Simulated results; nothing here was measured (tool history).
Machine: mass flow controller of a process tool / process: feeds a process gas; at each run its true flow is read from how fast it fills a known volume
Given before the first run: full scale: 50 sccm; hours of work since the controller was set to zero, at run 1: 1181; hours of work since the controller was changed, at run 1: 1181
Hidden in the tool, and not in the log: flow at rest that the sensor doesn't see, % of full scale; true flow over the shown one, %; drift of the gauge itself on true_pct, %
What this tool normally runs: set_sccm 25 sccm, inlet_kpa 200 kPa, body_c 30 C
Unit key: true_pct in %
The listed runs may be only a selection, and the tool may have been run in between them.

run	hour	set_sccm	inlet_kpa	body_c	hours of work since the controller was set to zero	hours of work since the controller was changed	true_pct
1	0	25	200	30	1181	1181	97.89
2	146.7	25	200	30	1226	1226	98.07
3	459.7	25	200	30	1322	1322	98.19
4	595.3	25	200	26	1364	1364	98.45
5	806.2	25	200	30	1429	1429	98.22
6	1081.7	25	197	30	1514	1514	98.43
7	1333.5	25	200	30	1591	1591	98.45
8	1548.8	25	200	30	1658	1658	98.49
9	1788.3	25	200	30	1731	1731	98.57
10	2090.4	5	200	30	1824	1824	97.21
11	2238.9	5	200	20	1870	1870	98.05

Estimate the outcome of run 12 from the log above:
12	2377	7	190	24	1913	1913	?

true_pct: 97.96 %
Were there no unlogged condition in the tool, this run, its random variation unchanged, would have produced true_pct 97.18 %.
